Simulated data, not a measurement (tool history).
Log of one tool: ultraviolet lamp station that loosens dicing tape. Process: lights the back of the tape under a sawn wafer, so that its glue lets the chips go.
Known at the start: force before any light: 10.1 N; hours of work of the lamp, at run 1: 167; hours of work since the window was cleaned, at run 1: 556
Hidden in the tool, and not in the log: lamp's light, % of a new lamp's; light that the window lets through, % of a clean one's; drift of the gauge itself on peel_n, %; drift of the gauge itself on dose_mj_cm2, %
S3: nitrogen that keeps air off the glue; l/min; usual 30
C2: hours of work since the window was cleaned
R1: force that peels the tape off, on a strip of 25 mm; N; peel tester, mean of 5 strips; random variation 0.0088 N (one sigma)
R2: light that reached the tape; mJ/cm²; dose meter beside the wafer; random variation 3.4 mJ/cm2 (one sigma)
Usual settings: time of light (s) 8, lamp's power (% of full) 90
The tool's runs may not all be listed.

Run 1, hour 0.0: usual settings; hours of work of the lamp 167; C2 556. Result: R1 0.638 N, R2 439 mJ/cm².
Run 2, hour 8.7: usual settings but S3 60 l/min; hours of work of the lamp 173; C2 562. Result: R1 0.388 N, R2 431 mJ/cm².
Run 3, hour 19.7: usual settings; hours of work of the lamp 180; C2 570. Result: R1 0.656 N, R2 431 mJ/cm².
Run 4, hour 32.4: usual settings but S3 16 l/min; hours of work of the lamp 189; C2 578. Result: R1 1.163 N, R2 426 mJ/cm².
Run 5, hour 47.4: usual settings but S3 16 l/min; hours of work of the lamp 200; C2 589. Result: R1 1.160 N, R2 428 mJ/cm².
Run 6, hour 54.0: usual settings but S3 16 l/min; hours of work of the lamp 204; C2 593. Result: R1 1.158 N, R2 423 mJ/cm².
Run 7, hour 65.2: usual settings but S3 16 l/min; hours of work of the lamp 212; C2 601. Result: R1 1.194 N, R2 422 mJ/cm².
Run 8, hour 73.7: usual settings but time of light (s) 14; hours of work of the lamp 218; C2 607. Result: R1 0.210 N, R2 729 mJ/cm².
Run 9, hour 87.2: usual settings but time of light (s) 14; hours of work of the lamp 227; C2 616. Result: R1 0.210 N, R2 731 mJ/cm².
Run 10, hour 100.7: usual settings but time of light (s) 14; hours of work of the lamp 237; C2 626. Result: R1 0.212 N, R2 718 mJ/cm².
Run 11, hour 108.6: usual settings but time of light (s) 14; hours of work of the lamp 242; C2 631. Result: R1 0.214 N, R2 713 mJ/cm².
Run 12, hour 122.0: usual settings but S3 15 l/min; hours of work of the lamp 252; C2 641. Result: R1 1.301 N, R2 404 mJ/cm².
Run 13, hour 135.7: usual settings but S3 15 l/min; hours of work of the lamp 261; C2 650. Result: R1 1.336 N, R2 403 mJ/cm².
Run 14, hour 147.0: usual settings but time of light (s) 15; hours of work of the lamp 269; C2 658. Result: R1 0.202 N, R2 752 mJ/cm².
Run 15, hour 161.8: usual settings but time of light (s) 5; hours of work of the lamp 279; C2 668. Result: R1 1.902 N, R2 254 mJ/cm².
Run 16, hour 171.3: usual settings but time of light (s) 5; hours of work of the lamp 286; C2 675. Result: R1 1.909 N, R2 250 mJ/cm².
Run 17, hour 184.2: usual settings but time of light (s) 5, lamp's power (% of full) 85; hours of work of the lamp 295; C2 684. Result: R1 2.157 N, R2 233 mJ/cm².
Run 18, hour 191.6: usual settings but time of light (s) 6, lamp's power (% of full) 76, S3 50 l/min; hours of work of the lamp 300; C2 689. Result: R1 1.421 N, R2 253 mJ/cm².
At hour 193.5: window cleaned of glue's vapour.
Run 19, hour 206.9: usual settings but time of light (s) 6, lamp's power (% of full) 76, S3 50 l/min; hours of work of the lamp 310; C2 9. Result: R1 1.025 N, R2 301 mJ/cm².
Run 20, hour 222.2: usual settings but time of light (s) 6, lamp's power (% of full) 76, S3 50 l/min; hours of work of the lamp 321; C2 20. Result: R1 1.024 N, R2 302 mJ/cm².
Run 21, hour 230.3: usual settings but time of light (s) 9, lamp's power (% of full) 76; hours of work of the lamp 327; C2 26. Result: R1 0.637 N, R2 437 mJ/cm².
Run 22, hour 239.4: usual settings but S3 57 l/min; hours of work of the lamp 333; C2 32. Result: R1 0.339 N, R2 464 mJ/cm².
Run 23, hour 254.9: usual settings but S3 57 l/min; hours of work of the lamp 344; C2 43. Result: R1 0.336 N, R2 463 mJ/cm².
Run 24, hour 264.6: usual settings but S3 57 l/min; hours of work of the lamp 351; C2 50. Result: R1 0.345 N, R2 462 mJ/cm².
Run 25, hour 273.0: usual settings but time of light (s) 16, lamp's power (% of full) 91; hours of work of the lamp 356; C2 55. Result: R1 0.185 N, R2 924 mJ/cm².
Run 26, hour 279.7: usual settings but time of light (s) 7; hours of work of the lamp 361; C2 60. Result: R1 0.779 N, R2 395 mJ/cm².
Run 27, hour 289.1: usual settings but time of light (s) 7, lamp's power (% of full) 93, S3 54 l/min; hours of work of the lamp 368; C2 67. Result: R1 0.456 N, R2 413 mJ/cm².
Run 28, hour 297.3: usual settings but time of light (s) 11, lamp's power (% of full) 62, S3 42 l/min; hours of work of the lamp 373; C2 72. Result: R1 0.529 N, R2 429 mJ/cm².
Run 29, hour 305.5: usual settings but time of light (s) 7, lamp's power (% of full) 97, S3 45 l/min; hours of work of the lamp 379; C2 78. Result: R1 0.484 N, R2 428 mJ/cm².
Run 30, hour 313.5: usual settings but time of light (s) 7, lamp's power (% of full) 97, S3 45 l/min; hours of work of the lamp 385; C2 84. Result: R1 0.490 N, R2 423 mJ/cm².
Run 31, hour 329.5: usual settings but time of light (s) 5, lamp's power (% of full) 97, S3 45 l/min; hours of work of the lamp 396; C2 95. Result: R1 1.078 N, R2 302 mJ/cm².

Measured less the same run without the tool's hidden state. The same run-to-run variation is in both; the gauge's scatter may not be:
run      R1    R2
  1  +0.277  -121
  2  +0.153  -122
  3  +0.293  -126
  4  +0.506  -128
  5  +0.511  -131
  6  +0.516  -133
  7  +0.538  -136
  8  +0.050  -240
  9  +0.053  -244
 10  +0.055  -248
 11  +0.055  -250
 12  +0.618  -147
 13  +0.649  -149
 14  +0.046  -285
 15  +0.855   -98
 16  +0.873   -98
 17  +0.963   -94
 18  +0.725  -102
 19  +0.306   -53
 20  +0.322   -56
 21  +0.212   -84
 22  +0.101   -91
 23  +0.104   -95
 24  +0.110   -97
 25  +0.013  -200
 26  +0.286   -87
 27  +0.169   -93
 28  +0.200   -99
 29  +0.184  -101
 30  +0.191  -102
 31  +0.414   -75
